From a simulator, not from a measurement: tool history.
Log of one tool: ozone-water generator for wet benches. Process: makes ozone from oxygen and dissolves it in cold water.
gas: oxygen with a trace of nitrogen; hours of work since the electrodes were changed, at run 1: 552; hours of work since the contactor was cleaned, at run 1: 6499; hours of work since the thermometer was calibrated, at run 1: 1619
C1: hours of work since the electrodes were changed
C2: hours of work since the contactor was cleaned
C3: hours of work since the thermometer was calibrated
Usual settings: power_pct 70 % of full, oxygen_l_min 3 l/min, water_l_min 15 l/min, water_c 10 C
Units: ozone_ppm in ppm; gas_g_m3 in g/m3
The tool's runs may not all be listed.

{"run": 1, "hour": 0.0, "power_pct": 70, "oxygen_l_min": 3, "water_l_min": 15, "water_c": 10, "C1": 552, "C2": 6499, "C3": 1619, "ozone_ppm": 25, "gas_g_m3": 236.9}
{"run": 2, "hour": 23.0, "power_pct": 70, "oxygen_l_min": 3, "water_l_min": 15, "water_c": 10, "C1": 568, "C2": 6515, "C3": 1635, "ozone_ppm": 25.1, "gas_g_m3": 237.7}
{"run": 3, "hour": 59.2, "power_pct": 70, "oxygen_l_min": 3, "water_l_min": 15, "water_c": 10, "C1": 593, "C2": 6540, "C3": 1660, "ozone_ppm": 25.2, "gas_g_m3": 238.3}
{"run": 4, "hour": 82.3, "power_pct": 65, "oxygen_l_min": 3, "water_l_min": 15, "water_c": 10, "C1": 609, "C2": 6555, "C3": 1675, "ozone_ppm": 23.6, "gas_g_m3": 222.9}
{"run": 5, "hour": 106.1, "power_pct": 65, "oxygen_l_min": 3, "water_l_min": 15, "water_c": 10, "C1": 625, "C2": 6572, "C3": 1692, "ozone_ppm": 23.4, "gas_g_m3": 224.3}
{"run": 6, "hour": 148.1, "power_pct": 65, "oxygen_l_min": 3, "water_l_min": 15, "water_c": 10, "C1": 653, "C2": 6600, "C3": 1720, "ozone_ppm": 23.4, "gas_g_m3": 224.7}
{"run": 7, "hour": 189.8, "power_pct": 65, "oxygen_l_min": 4.57, "water_l_min": 17, "water_c": 10, "C1": 682, "C2": 6629, "C3": 1749, "ozone_ppm": 24.5, "gas_g_m3": 195.6}
{"run": 8, "hour": 214.8, "power_pct": 87, "oxygen_l_min": 4.57, "water_l_min": 17, "water_c": 9, "C1": 699, "C2": 6646, "C3": 1766, "ozone_ppm": 31.1, "gas_g_m3": 249}
{"run": 9, "hour": 252.1, "power_pct": 87, "oxygen_l_min": 4.57, "water_l_min": 17, "water_c": 9, "C1": 724, "C2": 6671, "C3": 1791, "ozone_ppm": 31, "gas_g_m3": 248.4}
{"run": 10, "hour": 299.3, "power_pct": 87, "oxygen_l_min": 4.57, "water_l_min": 17, "water_c": 9, "C1": 757, "C2": 6704, "C3": 1824, "ozone_ppm": 31.4, "gas_g_m3": 248.1}
{"run": 11, "hour": 353.5, "power_pct": 87, "oxygen_l_min": 2.12, "water_l_min": 24, "water_c": 7, "C1": 794, "C2": 6741, "C3": 1861, "ozone_ppm": 16.9, "gas_g_m3": 316.3}
{"run": 12, "hour": 379.3, "power_pct": 70, "oxygen_l_min": 2.75, "water_l_min": 20, "water_c": 10, "C1": 811, "C2": 6758, "C3": 1878, "ozone_ppm": 18.9, "gas_g_m3": 242.6}

Forecast each of these 3 alternatives for the next run:
{"run": "A", "hour": 417.9, "power_pct": 70, "oxygen_l_min": 3, "water_l_min": 11, "water_c": 6, "C1": 838, "C2": 6785, "C3": 1905, "ozone_ppm": "?", "gas_g_m3": "?"}
{"run": "B", "hour": 417.9, "power_pct": 83, "oxygen_l_min": 2.75, "water_l_min": 20, "water_c": 10, "C1": 838, "C2": 6785, "C3": 1905, "ozone_ppm": "?", "gas_g_m3": "?"}
{"run": "C", "hour": 417.9, "power_pct": 70, "oxygen_l_min": 3.4, "water_l_min": 20, "water_c": 8, "C1": 838, "C2": 6785, "C3": 1905, "ozone_ppm": "?", "gas_g_m3": "?"}

run=A ozone_ppm=33.2 gas_g_m3=236.1
run=B ozone_ppm=21.4 gas_g_m3=276.2
run=C ozone_ppm=21 gas_g_m3=228.4
Without the tool's hidden state the same runs would have given:
run=A ozone_ppm=33.2 gas_g_m3=238.2
run=B ozone_ppm=21.4 gas_g_m3=278.7
run=C ozone_ppm=21 gas_g_m3=230.4

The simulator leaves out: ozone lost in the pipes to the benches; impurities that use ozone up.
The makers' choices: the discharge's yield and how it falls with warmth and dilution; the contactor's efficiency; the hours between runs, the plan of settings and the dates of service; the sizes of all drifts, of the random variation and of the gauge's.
